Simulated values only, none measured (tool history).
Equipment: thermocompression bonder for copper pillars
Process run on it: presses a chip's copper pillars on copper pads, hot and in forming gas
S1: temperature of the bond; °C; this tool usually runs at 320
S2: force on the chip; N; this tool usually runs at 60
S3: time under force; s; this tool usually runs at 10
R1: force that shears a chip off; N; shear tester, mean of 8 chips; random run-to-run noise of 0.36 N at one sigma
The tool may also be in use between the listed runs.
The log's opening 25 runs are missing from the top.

run	day	S1	S2	S3	R1
26	22.475	320	52	25	69.7
27	23.692	320	60	12	62.5
28	24.812	291	60	12	47.3
29	25.429	291	60	12	47.4
30	26.042	291	60	12	47.4
31	27.329	340	44	23	69.6
32	28.488	307	60	5	41.2
33	29.617	346	60	8	68
# day 29.733: forming gas filter changed
34	30.842	346	89	8	85.9
35	31.912	296	89	20	77.9
36	32.9	296	89	20	78.9
37	33.542	320	48	10	48.9
38	34.633	320	72	10	68.4

Alternative continuations, all from the tool just after run 38; predict every row:
A	35.721	332	72	10	?
B	35.721	326	83	10	?
C	35.721	330	51	19	?
D	35.721	324	81	25	?
E	35.721	336	72	27	?

run	R1
A	74.4
B	78
C	69.2
D	89.1
E	90.6
Without the tool's unlogged condition, the same runs would have read:
run	R1
A	74.5
B	78.1
C	69.3
D	89.2
E	90.7
